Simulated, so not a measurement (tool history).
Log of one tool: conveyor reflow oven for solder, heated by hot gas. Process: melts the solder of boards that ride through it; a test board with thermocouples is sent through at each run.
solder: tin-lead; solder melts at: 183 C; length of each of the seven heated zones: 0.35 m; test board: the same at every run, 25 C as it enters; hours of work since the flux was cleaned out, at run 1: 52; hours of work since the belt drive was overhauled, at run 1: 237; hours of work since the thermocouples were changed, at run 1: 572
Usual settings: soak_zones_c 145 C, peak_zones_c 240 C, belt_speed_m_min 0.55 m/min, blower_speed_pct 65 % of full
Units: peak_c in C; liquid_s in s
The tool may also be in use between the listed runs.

run,hour,soak_zones_c,peak_zones_c,belt_speed_m_min,blower_speed_pct,hours of work since the flux was cleaned out,hours of work since the belt drive was overhauled,hours of work since the thermocouples were changed,peak_c,liquid_s
1,0,145,240,0.55,65,52,237,572,215.7,57.6
2,25.8,145,240,0.55,65,68,253,588,215.5,57.3
3,42.3,145,240,0.55,65,78,264,598,215.7,57.6
4,58.5,145,240,0.55,65,88,274,609,215.5,57.5
5,75.9,145,235,0.55,65,99,285,619,211.3,53.4
6,89.3,145,235,0.55,65,108,293,628,211.3,53.4
7,108.9,145,240,0.55,65,120,305,640,215.2,57.2
8,132.8,145,240,0.55,65,135,320,655,215.2,56.9
9,157.9,145,240,0.581,65,150,336,671,212.9,51.5
10,185.3,145,240,0.55,82,167,353,688,218.9,60.5
11,209.1,145,240,0.55,82,182,368,702,218.3,60.2
12,234.9,145,240,0.55,82,198,384,718,218.3,60.1
13,253.7,145,240,0.55,82,210,395,730,218.2,60.1
14,270.5,145,240,0.55,82,220,406,741,217.8,60
15,289.2,145,240,0.55,68,232,417,752,214.9,56.9
16,301.3,145,240,0.55,68,240,425,760,214.7,56.7
17,314,148,234,0.55,80,248,433,768,213.2,57.3
# hour 320.3: flux residue cleaned out of gas plates and filters
18,342.5,148,234,0.55,80,14,448,782,214.7,59
# hour 348.5: thermocouples of zones 6 and 7 changed
19,370,141,240,0.55,65,30,463,13,216.5,56.8
20,397.2,145,240,0.445,71,47,480,30,225.6,81.7
21,422.6,159,240,0.55,62,63,496,46,219.6,67.2
22,448.4,159,240,0.55,62,79,512,62,219.5,67
23,465.6,139,243,0.55,69,89,523,73,219,58.2
24,482.6,145,242,0.573,87,100,534,84,221.8,60.5
25,506.6,156,242,0.608,56,115,549,99,214.7,54.5
26,534.7,156,242,0.608,56,132,566,116,214.4,54.5
27,560.8,156,242,0.608,56,149,582,132,214.1,54.3
28,589.4,156,242,0.608,56,166,600,150,214.2,54

The next listed run, before its measurement:
29,602.8,156,242,0.608,56,175,609,158,?,?

Run 29 gave peak_c 213.9 C, liquid_s 53.8 s.
Without the tool's hidden state the same run would have given peak_c 215.7 C, liquid_s 55.1 s.

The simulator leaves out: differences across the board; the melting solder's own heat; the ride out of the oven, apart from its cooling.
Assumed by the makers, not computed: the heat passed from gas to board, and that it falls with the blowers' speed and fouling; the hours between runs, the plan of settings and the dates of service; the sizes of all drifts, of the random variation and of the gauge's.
